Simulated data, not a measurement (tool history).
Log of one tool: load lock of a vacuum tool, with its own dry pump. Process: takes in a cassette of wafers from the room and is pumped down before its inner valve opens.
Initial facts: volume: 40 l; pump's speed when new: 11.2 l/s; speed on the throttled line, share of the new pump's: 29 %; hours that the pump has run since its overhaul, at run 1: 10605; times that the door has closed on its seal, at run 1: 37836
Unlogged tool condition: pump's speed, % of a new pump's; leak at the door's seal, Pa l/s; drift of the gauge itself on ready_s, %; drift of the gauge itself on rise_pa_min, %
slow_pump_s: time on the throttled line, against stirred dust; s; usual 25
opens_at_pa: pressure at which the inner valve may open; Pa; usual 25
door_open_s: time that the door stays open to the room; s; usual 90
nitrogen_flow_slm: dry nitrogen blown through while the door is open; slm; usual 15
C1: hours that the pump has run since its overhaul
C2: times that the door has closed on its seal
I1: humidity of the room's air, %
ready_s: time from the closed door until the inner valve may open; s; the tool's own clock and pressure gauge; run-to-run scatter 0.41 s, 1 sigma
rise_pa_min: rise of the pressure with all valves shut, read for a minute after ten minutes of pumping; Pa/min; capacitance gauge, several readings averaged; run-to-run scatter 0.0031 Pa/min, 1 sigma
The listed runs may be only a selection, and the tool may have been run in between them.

Run 1, hour 0.0: usual settings; C1 10605; C2 37836; I1 44.1. Result: ready_s 47.6 s, rise_pa_min 0.063 Pa/min.
Run 2, hour 252.1: usual settings but slow_pump_s 31 s; C1 10857; C2 38545; I1 48.0. Result: ready_s 51.7 s, rise_pa_min 0.072 Pa/min.
Run 3, hour 696.4: usual settings but slow_pump_s 31 s; C1 11302; C2 39793; I1 43.0. Result: ready_s 52.2 s, rise_pa_min 0.060 Pa/min.
Run 4, hour 933.5: usual settings but slow_pump_s 31 s; C1 11539; C2 40459; I1 47.7. Result: ready_s 51.1 s, rise_pa_min 0.071 Pa/min.
Run 5, hour 1347.4: usual settings but slow_pump_s 31 s; C1 11953; C2 41621; I1 42.1. Result: ready_s 52.0 s, rise_pa_min 0.068 Pa/min.
Run 6, hour 1751.4: usual settings but slow_pump_s 31 s; C1 12357; C2 42756; I1 45.8. Result: ready_s 51.5 s, rise_pa_min 0.073 Pa/min.
Run 7, hour 2079.3: usual settings; C1 12684; C2 43677; I1 46.0. Result: ready_s 47.8 s, rise_pa_min 0.067 Pa/min.
Run 8, hour 2381.6: usual settings; C1 12987; C2 44526; I1 44.4. Result: ready_s 47.1 s, rise_pa_min 0.062 Pa/min.
Run 9, hour 2809.6: usual settings; C1 13415; C2 45728; I1 49.3. Result: ready_s 47.6 s, rise_pa_min 0.075 Pa/min.
Run 10, hour 3249.9: usual settings but slow_pump_s 32 s, nitrogen_flow_slm 26 slm; C1 13855; C2 46965; I1 44.7. Result: ready_s 52.2 s, rise_pa_min 0.053 Pa/min.

Estimate the outcome of run 11 from the log above:
Run 11, hour 3589.2: usual settings but slow_pump_s 15 s, opens_at_pa 42 Pa, door_open_s 25 s, nitrogen_flow_slm 10 slm; C1 14194; C2 47918; I1 46.0. Result: ready_s ?, rise_pa_min ?.

{"run 11": {"ready_s": 38.4, "rise_pa_min": 0.033}}
Minus the tool's unlogged condition, the same run would have read ready_s 38.4 s, rise_pa_min 0.032 Pa/min.

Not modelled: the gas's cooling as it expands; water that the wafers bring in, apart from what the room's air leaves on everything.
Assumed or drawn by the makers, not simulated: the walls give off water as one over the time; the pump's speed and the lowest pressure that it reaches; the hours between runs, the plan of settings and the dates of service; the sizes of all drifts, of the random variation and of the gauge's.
